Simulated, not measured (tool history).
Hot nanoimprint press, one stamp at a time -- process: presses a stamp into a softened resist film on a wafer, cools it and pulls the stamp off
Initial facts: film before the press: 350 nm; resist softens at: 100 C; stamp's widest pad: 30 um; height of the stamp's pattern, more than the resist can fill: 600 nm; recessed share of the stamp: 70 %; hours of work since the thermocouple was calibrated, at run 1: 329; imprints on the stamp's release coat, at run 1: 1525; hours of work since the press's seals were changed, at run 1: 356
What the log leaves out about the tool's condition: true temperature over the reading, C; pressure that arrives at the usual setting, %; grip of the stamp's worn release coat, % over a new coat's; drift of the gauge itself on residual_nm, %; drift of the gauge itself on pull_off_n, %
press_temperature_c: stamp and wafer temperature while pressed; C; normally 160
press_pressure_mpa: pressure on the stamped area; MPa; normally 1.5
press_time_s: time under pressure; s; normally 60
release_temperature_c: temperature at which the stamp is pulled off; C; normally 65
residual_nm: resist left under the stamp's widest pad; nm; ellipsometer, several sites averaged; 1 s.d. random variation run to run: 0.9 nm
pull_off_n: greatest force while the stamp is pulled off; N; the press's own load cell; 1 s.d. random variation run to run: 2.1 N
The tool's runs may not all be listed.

run	day	press_temperature_c	press_pressure_mpa	press_time_s	release_temperature_c	hours of work since the thermocouple was calibrated	imprints on the stamp's release coat	hours of work since the press's seals were changed	residual_nm	pull_off_n
1	0	160	1.5	60	65	329	1525	356	119.9	128
2	0.725	160	1.5	60	65	338	1592	364	118.3	124
3	1.329	162	1.5	60	65	346	1647	372	105.5	131
4	1.821	162	1.5	60	65	352	1692	378	104	127
5	2.592	162	1.5	60	65	361	1764	387	106.6	132
6	3.392	160	1.65	60	65	371	1837	397	112.1	131
7	3.783	160	1.5	60	65	376	1873	402	116.6	129
8	4.479	160	1.5	60	65	385	1937	411	118.2	132
9	5.154	160	1.5	60	65	393	1999	419	116.2	128
10	5.792	160	1.5	60	65	401	2058	427	116.6	134
11	6.462	160	1.5	60	65	409	2119	435	116.3	132
# day 6.65: plate thermocouple calibrated
12	7.092	160	1.5	60	65	5	2166	441	109.5	132
13	7.467	160	1.5	60	65	10	2200	446	108.9	138
14	7.879	160	1.5	60	65	15	2238	451	110	134
15	8.333	160	1.5	60	65	21	2280	456	110.1	134
16	9.017	160	1.06	60	63	29	2343	465	134.4	141
# day 9.733: stamp cleaned and given a new release coat
17	9.754	164	1.55	60	68	35	2	471	84.6	98
# day 10.167: plate thermocouple calibrated, once more
18	10.317	160	1.93	83	65	2	42	476	97.8	109
19	10.975	160	2.27	60	65	10	103	484	98.9	112
20	11.638	160	2.27	60	65	18	163	492	99.7	111
21	12.408	160	2.27	60	65	28	234	502	98.1	115
22	13.154	157	1.64	113	51	37	303	511	112.8	147
23	13.779	150	1.5	60	65	44	360	519	217.9	115
24	14.471	158	1.17	40	65	53	424	527	182.3	116
25	14.942	158	1.17	40	54	59	467	533	183.6	144
26	15.458	158	1.17	40	54	65	515	539	178.7	143
27	16.158	163	1.14	43	65	74	579	548	140.4	118
28	17	163	1.14	43	65	84	657	558	138.1	115
29	17.638	160	1.39	51	65	92	715	566	137.6	121
30	18.3	160	1.39	51	65	100	776	574	135.8	114

Each row is a separate what-if for the run after 30, all from the same tool condition, not one after another. Results?
A	18.833	160	1.51	114	52	106	825	581	?	?
B	18.833	160	1.63	60	65	106	825	581	?	?
C	18.833	158	1.39	51	55	106	825	581	?	?
D	18.833	160	1.39	84	65	106	825	581	?	?

run	residual_nm	pull_off_n
A	98.7	151
B	118.5	123
C	152.2	150
D	113.8	121
Had the tool no hidden state, the same runs would have come out as:
run	residual_nm	pull_off_n
A	100.4	139
B	120.4	114
C	155	138
D	115.9	112
